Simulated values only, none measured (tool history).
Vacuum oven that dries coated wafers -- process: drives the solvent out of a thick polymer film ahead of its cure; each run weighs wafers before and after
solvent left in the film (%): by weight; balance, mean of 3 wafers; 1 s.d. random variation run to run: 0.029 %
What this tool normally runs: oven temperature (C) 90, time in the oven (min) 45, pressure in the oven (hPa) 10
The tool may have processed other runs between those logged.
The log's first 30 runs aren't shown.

Run 31, hour 1873.6: usual settings but oven temperature (C) 86, time in the oven (min) 41, pressure in the oven (hPa) 23. Result: solvent left in the film (%) 2.83.
Run 32, hour 1945.5: usual settings but oven temperature (C) 91, time in the oven (min) 48, pressure in the oven (hPa) 5.3. Result: solvent left in the film (%) 0.94.
Run 33, hour 1994.7: usual settings but oven temperature (C) 91, time in the oven (min) 48, pressure in the oven (hPa) 5.3. Result: solvent left in the film (%) 0.94.
Run 34, hour 2063.8: usual settings but time in the oven (min) 67, pressure in the oven (hPa) 38.7. Result: solvent left in the film (%) 1.84.
Run 35, hour 2132.4: usual settings but oven temperature (C) 98, time in the oven (min) 67, pressure in the oven (hPa) 38.7. Result: solvent left in the film (%) 1.24.
Run 36, hour 2178.3: usual settings but oven temperature (C) 97, time in the oven (min) 23, pressure in the oven (hPa) 38.7. Result: solvent left in the film (%) 3.19.
Run 37, hour 2213.3: usual settings but oven temperature (C) 87, time in the oven (min) 25, pressure in the oven (hPa) 38.7. Result: solvent left in the film (%) 4.95.
At hour 2266.9: oven's thermocouples calibrated.
Run 38, hour 2277.9: usual settings but oven temperature (C) 104, time in the oven (min) 25, pressure in the oven (hPa) 11.1. Result: solvent left in the film (%) 1.16.
Run 39, hour 2334.8: usual settings but oven temperature (C) 81, time in the oven (min) 70, pressure in the oven (hPa) 7. Result: solvent left in the film (%) 1.37.
Run 40, hour 2404.9: usual settings but oven temperature (C) 81, time in the oven (min) 70, pressure in the oven (hPa) 7. Result: solvent left in the film (%) 1.44.
Run 41, hour 2449.3: usual settings but oven temperature (C) 81, time in the oven (min) 70, pressure in the oven (hPa) 7. Result: solvent left in the film (%) 1.39.
Run 42, hour 2504.6: usual settings but time in the oven (min) 23, pressure in the oven (hPa) 9. Result: solvent left in the film (%) 3.78.
Run 43, hour 2587.7: usual settings but oven temperature (C) 82, time in the oven (min) 63, pressure in the oven (hPa) 6.6. Result: solvent left in the film (%) 1.54.
Run 44, hour 2647.5: usual settings but oven temperature (C) 82, time in the oven (min) 63, pressure in the oven (hPa) 6.6. Result: solvent left in the film (%) 1.52.
Run 45, hour 2684.1: usual settings but oven temperature (C) 86, time in the oven (min) 55, pressure in the oven (hPa) 5.3. Result: solvent left in the film (%) 1.24.
Run 46, hour 2732.4: usual settings but oven temperature (C) 100, time in the oven (min) 44. Result: solvent left in the film (%) 0.51.
Run 47, hour 2774.3: usual settings but oven temperature (C) 100, time in the oven (min) 44. Result: solvent left in the film (%) 0.57.

Here are 4 independent what-if runs from the current tool condition. What would each one return?
Run A, hour 2825: usual settings but oven temperature (C) 88, time in the oven (min) 44. Result: solvent left in the film (%) ?.
Run B, hour 2825: usual settings but oven temperature (C) 100. Result: solvent left in the film (%) ?.
Run C, hour 2825: usual settings but oven temperature (C) 87, time in the oven (min) 44, pressure in the oven (hPa) 13.2. Result: solvent left in the film (%) ?.
Run D, hour 2825: usual settings but pressure in the oven (hPa) 11.4. Result: solvent left in the film (%) ?.

run  solvent left in the film (%)
  A                          1.75
  B                          0.51
  C                          2.08
  D                          1.47
Without the tool's unlogged condition, the same runs would have read:
run  solvent left in the film (%)
  A                          1.74
  B                          0.51
  C                          2.07
  D                          1.46
